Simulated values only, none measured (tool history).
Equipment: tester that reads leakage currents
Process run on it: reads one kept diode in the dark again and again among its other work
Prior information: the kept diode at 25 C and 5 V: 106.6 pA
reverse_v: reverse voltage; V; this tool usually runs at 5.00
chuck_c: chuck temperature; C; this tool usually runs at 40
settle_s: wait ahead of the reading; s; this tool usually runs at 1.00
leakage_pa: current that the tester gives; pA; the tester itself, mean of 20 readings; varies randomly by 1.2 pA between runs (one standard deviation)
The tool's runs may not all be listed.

run	hour	reverse_v	chuck_c	settle_s	leakage_pa
1	0.0	5.00	40	1.00	430.04
2	77.2	5.00	40	1.00	431.43
3	149.3	5.00	40	0.98	431.07
4	218.7	5.00	40	0.98	430.48
5	300.9	5.00	40	1.00	432.51
6	358.9	5.00	40	1.00	435.76
7	419.6	5.00	38	1.00	369.11
8	501.4	5.00	40	0.86	437.90
9	561.8	5.00	40	0.86	439.99
10	632.5	5.00	40	0.86	440.88
11	685.5	5.00	40	0.86	443.10
12	741.4	5.00	21	1.00	84.45
13	818.6	5.00	21	1.00	84.71
14	891.5	5.00	21	1.00	85.04
15	980.7	5.00	21	1.00	84.91
16	1036.6	1.64	44	9.95	421.69
17	1103.5	2.45	39	9.95	323.17
18	1141.4	13.96	46	9.95	1035.14
19	1229.8	5.91	35	2.05	312.38
20	1292.3	5.91	35	2.05	315.27
21	1342.2	6.59	37	0.56	387.05
22	1433.7	5.00	38	1.00	385.55
23	1516.4	5.00	38	1.00	387.15
24	1579.6	5.50	40	1.00	470.24
25	1634.9	5.50	40	1.00	472.82
26	1674.6	5.50	40	1.00	472.56
27	1738.6	5.50	40	1.00	473.70

Each row is a separate what-if for the run after 27, all from the same tool condition, not one after another. Results?
A	1785.6	5.00	44	2.33	?
B	1785.6	1.90	40	1.00	?
C	1785.6	5.50	21	1.00	?
D	1785.6	5.00	21	3.68	?
E	1785.6	12.43	28	3.35	?

run	leakage_pa
A	632.30
B	328.72
C	91.66
D	88.59
E	228.99
With the hidden condition removed and each run's random variation left untouched, the same runs would have given:
run	leakage_pa
A	552.61
B	286.73
C	76.09
D	73.66
E	191.91

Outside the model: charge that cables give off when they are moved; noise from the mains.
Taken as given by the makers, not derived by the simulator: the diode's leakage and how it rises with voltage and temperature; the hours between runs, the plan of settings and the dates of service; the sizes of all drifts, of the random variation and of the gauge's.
